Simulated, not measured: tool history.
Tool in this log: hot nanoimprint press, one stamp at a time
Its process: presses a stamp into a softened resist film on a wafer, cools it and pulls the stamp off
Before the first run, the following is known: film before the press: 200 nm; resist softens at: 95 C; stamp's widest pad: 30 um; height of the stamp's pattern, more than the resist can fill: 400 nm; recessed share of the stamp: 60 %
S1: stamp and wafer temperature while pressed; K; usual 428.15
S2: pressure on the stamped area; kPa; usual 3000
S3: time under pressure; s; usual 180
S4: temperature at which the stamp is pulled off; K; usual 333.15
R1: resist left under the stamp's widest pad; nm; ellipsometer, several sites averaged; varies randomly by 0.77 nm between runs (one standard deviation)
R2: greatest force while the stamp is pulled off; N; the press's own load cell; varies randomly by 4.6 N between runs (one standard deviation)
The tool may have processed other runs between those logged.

run 1 hour=0.0 | S1=428.15 S2=3000 S3=180 S4=333.15 | R1=91.1 R2=224
run 2 hour=11.9 | S1=428.15 S2=3000 S3=180 S4=333.15 | R1=90.6 R2=225
run 3 hour=21.1 | S1=428.15 S2=3000 S3=180 S4=333.15 | R1=91.6 R2=231
run 4 hour=31.5 | S1=428.15 S2=3000 S3=180 S4=333.15 | R1=90.3 R2=227
run 5 hour=41.3 | S1=428.15 S2=3000 S3=180 S4=333.15 | R1=90.5 R2=232
run 6 hour=55.1 | S1=428.15 S2=3000 S3=180 S4=333.15 | R1=92.4 R2=229
run 7 hour=67.2 | S1=428.15 S2=3000 S3=163 S4=333.15 | R1=95.4 R2=228
run 8 hour=77.8 | S1=428.15 S2=3000 S3=163 S4=333.15 | R1=94.5 R2=231
run 9 hour=85.0 | S1=436.15 S2=3000 S3=180 S4=333.15 | R1=59.4 R2=232
run 10 hour=100.8 | S1=436.15 S2=3000 S3=180 S4=333.15 | R1=58.3 R2=228
run 11 hour=113.8 | S1=417.15 S2=3000 S3=180 S4=333.15 | R1=155.3 R2=239
run 12 hour=124.8 | S1=431.15 S2=3000 S3=180 S4=333.15 | R1=77.1 R2=230
run 13 hour=137.1 | S1=431.15 S2=3000 S3=180 S4=333.15 | R1=77.7 R2=239
run 14 hour=147.3 | S1=431.15 S2=3000 S3=180 S4=333.15 | R1=77.0 R2=243
run 15 hour=155.9 | S1=431.15 S2=3000 S3=180 S4=333.15 | R1=75.6 R2=241
run 16 hour=168.2 | S1=431.15 S2=3000 S3=180 S4=333.15 | R1=76.5 R2=245
run 17 hour=180.1 | S1=431.15 S2=2000 S3=180 S4=325.15 | R1=94.4 R2=290
run 18 hour=191.2 | S1=431.15 S2=2000 S3=180 S4=325.15 | R1=96.1 R2=295
run 19 hour=199.5 | S1=428.15 S2=4400 S3=323 S4=337.15 | R1=59.5 R2=217
run 20 hour=214.8 | S1=424.15 S2=4400 S3=202 S4=337.15 | R1=89.9 R2=219
run 21 hour=223.6 | S1=428.15 S2=3000 S3=326 S4=336.15 | R1=73.2 R2=224
run 22 hour=235.9 | S1=438.15 S2=2750 S3=171 S4=326.15 | R1=55.6 R2=279
run 23 hour=249.7 | S1=438.15 S2=2750 S3=171 S4=326.15 | R1=56.3 R2=289
run 24 hour=262.6 | S1=436.15 S2=2750 S3=330 S4=326.15 | R1=48.2 R2=289
run 25 hour=275.1 | S1=426.15 S2=2240 S3=186 S4=320.15 | R1=114.5 R2=337
-- hour=292.9 plate thermocouple calibrated
run 26 hour=292.9 | S1=426.15 S2=2240 S3=186 S4=337.15 | R1=125.1 R2=236
run 27 hour=304.7 | S1=426.15 S2=2240 S3=186 S4=337.15 | R1=124.5 R2=239
run 28 hour=316.1 | S1=428.15 S2=3520 S3=223 S4=333.15 | R1=84.2 R2=255
run 29 hour=328.5 | S1=424.15 S2=3000 S3=180 S4=334.15 | R1=119.3 R2=257

Predict the results of run 30:
run 30 hour=339.1 | S1=419.15 S2=3000 S3=180 S4=334.15 | R1=? R2=?

Logged for run 30: R1 154.8 nm, R2 264 N.
With the hidden condition absent and the run-to-run variation left alone, this run would have shown R1 153.3 nm, R2 226 N.
